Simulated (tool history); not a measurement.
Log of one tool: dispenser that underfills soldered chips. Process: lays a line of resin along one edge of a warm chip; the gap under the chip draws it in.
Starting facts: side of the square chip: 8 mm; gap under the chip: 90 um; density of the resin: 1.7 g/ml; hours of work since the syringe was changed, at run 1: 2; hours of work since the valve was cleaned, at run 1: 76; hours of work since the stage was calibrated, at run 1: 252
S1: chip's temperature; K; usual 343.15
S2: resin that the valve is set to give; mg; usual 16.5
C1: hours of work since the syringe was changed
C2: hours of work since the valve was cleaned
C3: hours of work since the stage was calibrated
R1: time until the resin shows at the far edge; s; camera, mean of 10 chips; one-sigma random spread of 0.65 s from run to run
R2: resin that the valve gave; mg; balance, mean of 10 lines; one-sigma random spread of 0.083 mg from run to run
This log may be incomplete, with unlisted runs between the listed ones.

| run | hour | S1 | S2 | C1 | C2 | C3 | R1 | R2 |
|---|---|---|---|---|---|---|---|---|
| 1 | 0.0 | 343.15 | 16.5 | 2 | 76 | 252 | 66.6 | 15.38 |
|  | 7.5 | new syringe of resin |
| 2 | 8.4 | 343.15 | 16.5 | 1 | 81 | 258 | 63.2 | 15.36 |
| 3 | 15.3 | 343.15 | 16.5 | 6 | 86 | 263 | 78.2 | 15.42 |
|  | 19.2 | new syringe of resin |
| 4 | 27.6 | 343.15 | 14.5 | 6 | 95 | 271 | 83.9 | 13.20 |
|  | 30.2 | new syringe of resin |
| 5 | 35.7 | 343.15 | 16.5 | 4 | 100 | 276 | 74.3 | 14.89 |
|  | 38.2 | dispensing valve cleaned and set on the balance |
|  | 42.1 | new syringe of resin |
| 6 | 48.7 | 343.15 | 16.5 | 5 | 7 | 285 | 73.9 | 16.43 |
|  | 53.6 | new syringe of resin |
| 7 | 54.4 | 343.15 | 16.5 | 1 | 11 | 288 | 60.7 | 16.24 |
|  | 65.0 | new syringe of resin |
| 8 | 66.6 | 343.15 | 16.5 | 1 | 19 | 297 | 62.8 | 16.12 |
|  | 75.8 | new syringe of resin |
| 9 | 75.8 | 343.15 | 17.2 | 0 | 26 | 303 | 60.3 | 16.52 |
| 10 | 81.0 | 343.15 | 17.2 | 4 | 29 | 307 | 72.2 | 16.68 |
|  | 87.3 | new syringe of resin |
| 11 | 90.5 | 332.15 | 16.5 | 2 | 36 | 313 | 114.5 | 15.99 |
|  | 98.5 | new syringe of resin |
| 12 | 99.2 | 351.15 | 16.5 | 1 | 42 | 319 | 44.5 | 15.80 |
| 13 | 105.9 | 351.15 | 16.5 | 5 | 46 | 324 | 55.0 | 15.81 |
|  | 110.0 | new syringe of resin |
| 14 | 115.4 | 351.15 | 16.5 | 4 | 53 | 330 | 51.2 | 15.64 |
|  | 120.9 | new syringe of resin |
| 15 | 126.4 | 351.15 | 16.5 | 4 | 60 | 338 | 50.3 | 15.59 |
|  | 132.6 | new syringe of resin |
| 16 | 136.2 | 351.15 | 16.5 | 2 | 67 | 344 | 48.1 | 15.42 |
|  | 143.4 | new syringe of resin |
| 17 | 143.4 | 351.15 | 16.5 | 0 | 72 | 349 | 42.1 | 15.40 |
| 18 | 148.9 | 356.15 | 14.1 | 4 | 76 | 353 | 42.9 | 13.07 |
|  | 154.7 | new syringe of resin |
| 19 | 156.9 | 358.15 | 14.1 | 2 | 81 | 358 | 35.6 | 13.05 |
|  | 165.7 | new syringe of resin |
| 20 | 166.9 | 358.15 | 14.1 | 1 | 88 | 365 | 34.1 | 12.85 |
|  | 177.1 | new syringe of resin |
| 21 | 178.2 | 358.15 | 14.1 | 1 | 95 | 373 | 34.1 | 12.73 |
| 22 | 183.7 | 358.15 | 14.1 | 5 | 99 | 377 | 41.4 | 12.78 |
|  | 187.7 | dispensing valve cleaned and set on the balance |
|  | 189.1 | new syringe of resin |
| 23 | 195.3 | 335.15 | 15.8 | 4 | 5 | 384 | 109.6 | 15.76 |
|  | 200.2 | new syringe of resin |
| 24 | 203.4 | 346.15 | 15.8 | 2 | 11 | 390 | 60.0 | 15.73 |
| 25 | 208.6 | 346.15 | 15.8 | 6 | 14 | 393 | 70.8 | 15.63 |
|  | 211.5 | new syringe of resin |
| 26 | 218.3 | 346.15 | 15.8 | 5 | 21 | 400 | 68.1 | 15.50 |
|  | 222.8 | new syringe of resin |
| 27 | 226.4 | 330.15 | 14.4 | 2 | 26 | 405 | 132.4 | 14.03 |
|  | 234.5 | new syringe of resin |
| 28 | 234.5 | 335.15 | 16.2 | 0 | 32 | 411 | 91.1 | 15.70 |
| 29 | 242.4 | 335.15 | 21.4 | 6 | 37 | 416 | 116.3 | 20.63 |

Results for each run, recomputed without the tool's hidden state and with each run's random variation untouched:
The tool's hidden condition here consists of: resin's viscosity, % of fresh resin's; dose that the valve gives, % of what is set; true chip temperature over the reading, C; drift of the gauge itself on fill_s, %; drift of the gauge itself on given_mg, %.
| run | R1 | R2 |
|---|---|---|
| 1 | 57.3 | 16.55 |
| 2 | 57.8 | 16.62 |
| 3 | 56.5 | 16.78 |
| 4 | 58.1 | 14.50 |
| 5 | 58.3 | 16.44 |
| 6 | 57.0 | 16.58 |
| 7 | 56.2 | 16.46 |
| 8 | 57.7 | 16.48 |
| 9 | 57.9 | 16.99 |
| 10 | 58.1 | 17.20 |
| 11 | 97.3 | 16.59 |
| 12 | 40.7 | 16.50 |
| 13 | 39.9 | 16.58 |
| 14 | 39.6 | 16.50 |
| 15 | 40.0 | 16.58 |
| 16 | 40.6 | 16.51 |
| 17 | 39.5 | 16.57 |
| 18 | 33.1 | 14.11 |
| 19 | 30.8 | 14.17 |
| 20 | 30.4 | 14.07 |
| 21 | 30.3 | 14.04 |
| 22 | 30.5 | 14.15 |
| 23 | 83.8 | 15.82 |
| 24 | 50.5 | 15.87 |
| 25 | 50.0 | 15.83 |
| 26 | 50.7 | 15.80 |
| 27 | 109.7 | 14.37 |
| 28 | 84.0 | 16.17 |
| 29 | 82.6 | 21.37 |
